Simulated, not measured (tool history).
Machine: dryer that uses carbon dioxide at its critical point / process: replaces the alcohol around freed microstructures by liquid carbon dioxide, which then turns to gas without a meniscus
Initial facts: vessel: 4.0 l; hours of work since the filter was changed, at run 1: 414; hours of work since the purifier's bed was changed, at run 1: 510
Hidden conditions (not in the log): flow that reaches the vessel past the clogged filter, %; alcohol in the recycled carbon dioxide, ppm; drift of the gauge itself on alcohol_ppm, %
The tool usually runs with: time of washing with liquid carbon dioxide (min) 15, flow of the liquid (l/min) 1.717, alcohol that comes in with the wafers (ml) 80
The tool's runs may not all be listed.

run   hour  time of washing with liquid carbon dioxide (min)  flow of the liquid (l/min)  alcohol that comes in with the wafers (ml)  hours of work since the filter was changed  hours of work since the purifier's bed was changed  alcohol left in the vessel before it's heated (ppm by volume)
  1      0                                                15                       1.717                                          80                                         414                                                 510                                                            179
  2   51.4                                                15                       1.717                                          80                                         432                                                 528                                                            184
  3   99.1                                                15                       1.717                                          80                                         449                                                 545                                                            192
  4  134.4                                                15                       1.717                                          80                                         462                                                 558                                                            194
  5  169.4                                                 9                       1.717                                          80                                         474                                                 570                                                            915
  6    221                                                 9                       1.717                                          80                                         492                                                 588                                                            928
  7  262.9                                                 9                       1.717                                          80                                         507                                                 603                                                            918
  8  311.4                                                 9                       1.717                                          80                                         524                                                 620                                                            959
  9  343.7                                                17                       1.717                                          80                                         535                                                 631                                                            153
 10  386.4                                                15                       1.717                                         113                                         550                                                 646                                                            257
 11  413.3                                                13                       1.717                                          80                                         560                                                 656                                                            304
 12  472.8                                                15                       1.717                                          80                                         581                                                 677                                                            216
     499.1  -- inlet filter changed
 13  499.1                                                15                       1.717                                          80                                           0                                                 686                                                            177
 14  546.7                                                15                       1.717                                          80                                          17                                                 702                                                            177
 15  575.2                                                15                       1.717                                          80                                          27                                                 712                                                            183
 16  624.3                                                18                       1.717                                          81                                          44                                                 730                                                            141
 17  676.9                                                15                       1.717                                          36                                          63                                                 748                                                            153
 18  720.3                                                15                        1.65                                          36                                          78                                                 764                                                            167
 19  772.2                                                15                        1.37                                         105                                          96                                                 782                                                            437
 20  799.6                                                15                        1.37                                         105                                         106                                                 791                                                            440

Run 21, settings as shown, results not yet in. Your forecast:
 21  834.3                                                18                       1.717                                          80                                         118                                                 804                                                              ?

alcohol left in the vessel before it's heated (ppm by volume): 162
Were there no unlogged condition in the tool, this run, its random variation unchanged, would have produced alcohol left in the vessel before it's heated (ppm by volume) 34.

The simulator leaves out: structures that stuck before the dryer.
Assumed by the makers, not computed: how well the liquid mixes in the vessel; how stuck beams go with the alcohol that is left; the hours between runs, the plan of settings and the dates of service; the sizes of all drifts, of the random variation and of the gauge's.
